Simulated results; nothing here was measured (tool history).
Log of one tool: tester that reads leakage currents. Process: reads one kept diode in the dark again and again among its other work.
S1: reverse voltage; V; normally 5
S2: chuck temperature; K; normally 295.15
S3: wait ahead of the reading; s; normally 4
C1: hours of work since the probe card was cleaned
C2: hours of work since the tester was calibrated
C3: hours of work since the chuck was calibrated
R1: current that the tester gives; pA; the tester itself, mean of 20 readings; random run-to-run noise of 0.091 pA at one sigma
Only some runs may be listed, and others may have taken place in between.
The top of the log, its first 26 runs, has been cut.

run     day     S1      S2    S3   C1   C2    C3      R1
 27  28.325      5  295.15  9.95  589  589  1404   25.18
 28  29.596      5  300.15   0.3  613  613  1427   41.49
 29  30.675   1.13  307.15   0.3  633  633  1447   33.89
 30  32.108  13.48  307.15  2.02  659  659  1474   90.86
 31  32.729    7.6  302.15  0.74  671  671  1485   52.61
 32  33.325  13.13  330.15  1.87  682  682  1496  386.08
 33  34.308  12.98  301.15  1.66  700  700  1514   59.93
 34    35.5   3.08  301.15   8.4  722  722  1536   32.12
 35  36.796   3.08  301.15   8.4  746  746  1560   31.99
 36  37.738   3.08  301.15   8.4  763  763  1578   32.08
 37  38.979  16.97  322.15   5.6  786  786  1600   262.6
     39.908  -- chuck's temperature calibrated
 38  39.908  16.97  322.15   5.6  802  802     0  262.48
 39  40.675      5  314.15  0.89  816  816    14   96.96
 40   42.15   7.69  322.15  7.07  843  843    41  190.33
 41  43.379   7.69  322.15  7.07  866  866    64  191.33

Each row is a separate what-if for the run after 41, all from the same tool condition, not one after another. Results?
  A  44.708  1.06  322.15  7.07  890  890  89   ?
  B  44.708  7.69  330.15  0.41  890  890  89   ?
  C  44.708  2.09  294.15     4  890  890  89   ?

run     R1
  A  85.42
  B  316.4
  C  16.56
Stripped of hidden state, with their random variation kept, the same runs would have yielded:
run      R1
  A   85.42
  B  316.38
  C   16.56
